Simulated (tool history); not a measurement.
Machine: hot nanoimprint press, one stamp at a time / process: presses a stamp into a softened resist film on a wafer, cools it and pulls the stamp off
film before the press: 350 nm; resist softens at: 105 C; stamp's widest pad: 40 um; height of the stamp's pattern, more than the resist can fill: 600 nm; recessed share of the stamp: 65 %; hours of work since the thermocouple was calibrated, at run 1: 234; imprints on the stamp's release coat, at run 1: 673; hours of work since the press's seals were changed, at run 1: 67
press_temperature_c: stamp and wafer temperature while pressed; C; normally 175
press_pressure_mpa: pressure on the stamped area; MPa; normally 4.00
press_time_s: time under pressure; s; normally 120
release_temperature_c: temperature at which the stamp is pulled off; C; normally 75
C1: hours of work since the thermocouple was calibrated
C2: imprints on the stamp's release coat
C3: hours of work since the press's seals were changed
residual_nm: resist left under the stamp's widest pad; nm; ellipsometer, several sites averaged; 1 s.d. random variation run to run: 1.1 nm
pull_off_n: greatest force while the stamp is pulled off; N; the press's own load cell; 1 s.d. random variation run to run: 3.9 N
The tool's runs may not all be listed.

{"run": 1, "hour": 0.0, "press_temperature_c": 175, "press_pressure_mpa": 4.0, "press_time_s": 120, "release_temperature_c": 75, "C1": 234, "C2": 673, "C3": 67, "residual_nm": 152.7, "pull_off_n": 246}
{"run": 2, "hour": 5.5, "press_temperature_c": 175, "press_pressure_mpa": 4.0, "press_time_s": 120, "release_temperature_c": 75, "C1": 238, "C2": 694, "C3": 71, "residual_nm": 152.8, "pull_off_n": 254}
{"run": 3, "hour": 10.1, "press_temperature_c": 175, "press_pressure_mpa": 4.0, "press_time_s": 120, "release_temperature_c": 75, "C1": 241, "C2": 711, "C3": 74, "residual_nm": 151.4, "pull_off_n": 255}
{"run": 4, "hour": 18.2, "press_temperature_c": 175, "press_pressure_mpa": 4.0, "press_time_s": 120, "release_temperature_c": 75, "C1": 247, "C2": 742, "C3": 80, "residual_nm": 152.3, "pull_off_n": 239}
{"run": 5, "hour": 26.8, "press_temperature_c": 175, "press_pressure_mpa": 4.0, "press_time_s": 120, "release_temperature_c": 75, "C1": 253, "C2": 774, "C3": 86, "residual_nm": 152.4, "pull_off_n": 253}
{"run": 6, "hour": 35.0, "press_temperature_c": 182, "press_pressure_mpa": 4.0, "press_time_s": 120, "release_temperature_c": 75, "C1": 259, "C2": 805, "C3": 92, "residual_nm": 105.2, "pull_off_n": 254}
{"run": 7, "hour": 44.0, "press_temperature_c": 182, "press_pressure_mpa": 4.0, "press_time_s": 120, "release_temperature_c": 75, "C1": 265, "C2": 839, "C3": 98, "residual_nm": 106.3, "pull_off_n": 261}
{"run": 8, "hour": 48.5, "press_temperature_c": 175, "press_pressure_mpa": 4.0, "press_time_s": 188, "release_temperature_c": 75, "C1": 268, "C2": 856, "C3": 101, "residual_nm": 127.7, "pull_off_n": 267}
{"run": 9, "hour": 56.5, "press_temperature_c": 175, "press_pressure_mpa": 4.0, "press_time_s": 188, "release_temperature_c": 75, "C1": 274, "C2": 886, "C3": 107, "residual_nm": 127.3, "pull_off_n": 266}
{"run": 10, "hour": 66.2, "press_temperature_c": 175, "press_pressure_mpa": 4.0, "press_time_s": 188, "release_temperature_c": 75, "C1": 281, "C2": 923, "C3": 113, "residual_nm": 127.9, "pull_off_n": 277}
{"run": 11, "hour": 74.3, "press_temperature_c": 175, "press_pressure_mpa": 4.0, "press_time_s": 120, "release_temperature_c": 75, "C1": 286, "C2": 953, "C3": 119, "residual_nm": 149.6, "pull_off_n": 271}
{"run": 12, "hour": 81.7, "press_temperature_c": 175, "press_pressure_mpa": 4.0, "press_time_s": 120, "release_temperature_c": 75, "C1": 291, "C2": 981, "C3": 124, "residual_nm": 150.9, "pull_off_n": 273}
{"hour": 85.3, "done": "plate thermocouple calibrated"}
{"run": 13, "hour": 93.5, "press_temperature_c": 175, "press_pressure_mpa": 4.0, "press_time_s": 120, "release_temperature_c": 75, "C1": 6, "C2": 1014, "C3": 130, "residual_nm": 144.8, "pull_off_n": 270}
{"hour": 106.7, "done": "stamp cleaned and given a new release coat"}
{"hour": 110.6, "done": "plate thermocouple calibrated, once more"}
{"run": 14, "hour": 112.3, "press_temperature_c": 175, "press_pressure_mpa": 4.0, "press_time_s": 120, "release_temperature_c": 75, "C1": 1, "C2": 10, "C3": 137, "residual_nm": 154.3, "pull_off_n": 185}
{"run": 15, "hour": 119.8, "press_temperature_c": 175, "press_pressure_mpa": 4.0, "press_time_s": 120, "release_temperature_c": 75, "C1": 6, "C2": 38, "C3": 142, "residual_nm": 154.1, "pull_off_n": 187}
{"run": 16, "hour": 129.0, "press_temperature_c": 172, "press_pressure_mpa": 4.0, "press_time_s": 231, "release_temperature_c": 66, "C1": 13, "C2": 73, "C3": 149, "residual_nm": 144.3, "pull_off_n": 196}
{"run": 17, "hour": 137.3, "press_temperature_c": 172, "press_pressure_mpa": 6.33, "press_time_s": 231, "release_temperature_c": 80, "C1": 19, "C2": 104, "C3": 155, "residual_nm": 112.1, "pull_off_n": 185}
{"run": 18, "hour": 141.3, "press_temperature_c": 164, "press_pressure_mpa": 4.45, "press_time_s": 120, "release_temperature_c": 68, "C1": 21, "C2": 119, "C3": 157, "residual_nm": 249.6, "pull_off_n": 207}
{"run": 19, "hour": 147.6, "press_temperature_c": 171, "press_pressure_mpa": 2.54, "press_time_s": 225, "release_temperature_c": 72, "C1": 26, "C2": 143, "C3": 162, "residual_nm": 192.5, "pull_off_n": 203}
{"run": 20, "hour": 155.0, "press_temperature_c": 175, "press_pressure_mpa": 4.0, "press_time_s": 240, "release_temperature_c": 75, "C1": 31, "C2": 171, "C3": 167, "residual_nm": 119.1, "pull_off_n": 200}
{"run": 21, "hour": 162.8, "press_temperature_c": 175, "press_pressure_mpa": 4.0, "press_time_s": 240, "release_temperature_c": 75, "C1": 36, "C2": 200, "C3": 172, "residual_nm": 118.6, "pull_off_n": 203}
{"run": 22, "hour": 168.8, "press_temperature_c": 175, "press_pressure_mpa": 4.95, "press_time_s": 120, "release_temperature_c": 62, "C1": 41, "C2": 223, "C3": 177, "residual_nm": 137.6, "pull_off_n": 225}
{"run": 23, "hour": 176.0, "press_temperature_c": 186, "press_pressure_mpa": 4.95, "press_time_s": 77, "release_temperature_c": 62, "C1": 46, "C2": 250, "C3": 182, "residual_nm": 93.5, "pull_off_n": 224}
{"run": 24, "hour": 183.9, "press_temperature_c": 165, "press_pressure_mpa": 2.55, "press_time_s": 77, "release_temperature_c": 64, "C1": 51, "C2": 280, "C3": 187, "residual_nm": 297.7, "pull_off_n": 227}
{"run": 25, "hour": 191.6, "press_temperature_c": 175, "press_pressure_mpa": 4.0, "press_time_s": 72, "release_temperature_c": 69, "C1": 56, "C2": 309, "C3": 193, "residual_nm": 183.9, "pull_off_n": 225}
{"run": 26, "hour": 199.5, "press_temperature_c": 175, "press_pressure_mpa": 4.0, "press_time_s": 72, "release_temperature_c": 69, "C1": 62, "C2": 339, "C3": 198, "residual_nm": 181.5, "pull_off_n": 222}
{"run": 27, "hour": 208.0, "press_temperature_c": 175, "press_pressure_mpa": 4.0, "press_time_s": 72, "release_temperature_c": 69, "C1": 68, "C2": 371, "C3": 204, "residual_nm": 182.3, "pull_off_n": 228}
{"run": 28, "hour": 212.3, "press_temperature_c": 175, "press_pressure_mpa": 3.4, "press_time_s": 120, "release_temperature_c": 75, "C1": 71, "C2": 387, "C3": 207, "residual_nm": 167.4, "pull_off_n": 221}
{"run": 29, "hour": 218.3, "press_temperature_c": 165, "press_pressure_mpa": 4.0, "press_time_s": 155, "release_temperature_c": 75, "C1": 75, "C2": 409, "C3": 211, "residual_nm": 229.9, "pull_off_n": 231}
{"run": 30, "hour": 223.6, "press_temperature_c": 175, "press_pressure_mpa": 4.0, "press_time_s": 134, "release_temperature_c": 75, "C1": 79, "C2": 429, "C3": 215, "residual_nm": 146.5, "pull_off_n": 230}

Branching from run 30: 4 alternative next runs. What would each branch give?
{"run": "A", "hour": 230.5, "press_temperature_c": 169, "press_pressure_mpa": 4.0, "press_time_s": 134, "release_temperature_c": 70, "C1": 84, "C2": 455, "C3": 220, "residual_nm": "?", "pull_off_n": "?"}
{"run": "B", "hour": 230.5, "press_temperature_c": 175, "press_pressure_mpa": 4.0, "press_time_s": 116, "release_temperature_c": 62, "C1": 84, "C2": 455, "C3": 220, "residual_nm": "?", "pull_off_n": "?"}
{"run": "C", "hour": 230.5, "press_temperature_c": 175, "press_pressure_mpa": 4.9, "press_time_s": 134, "release_temperature_c": 75, "C1": 84, "C2": 455, "C3": 220, "residual_nm": "?", "pull_off_n": "?"}
{"run": "D", "hour": 230.5, "press_temperature_c": 183, "press_pressure_mpa": 2.93, "press_time_s": 89, "release_temperature_c": 75, "C1": 84, "C2": 455, "C3": 220, "residual_nm": "?", "pull_off_n": "?"}

run=A residual_nm=200.9 pull_off_n=235
run=B residual_nm=155.1 pull_off_n=237
run=C residual_nm=131.5 pull_off_n=218
run=D residual_nm=135.9 pull_off_n=230
Take away the tool's hidden state, keep each run's random variation, and the runs would have read:
run=A residual_nm=203.8 pull_off_n=196
run=B residual_nm=157.4 pull_off_n=198
run=C residual_nm=133.6 pull_off_n=182
run=D residual_nm=137.9 pull_off_n=192
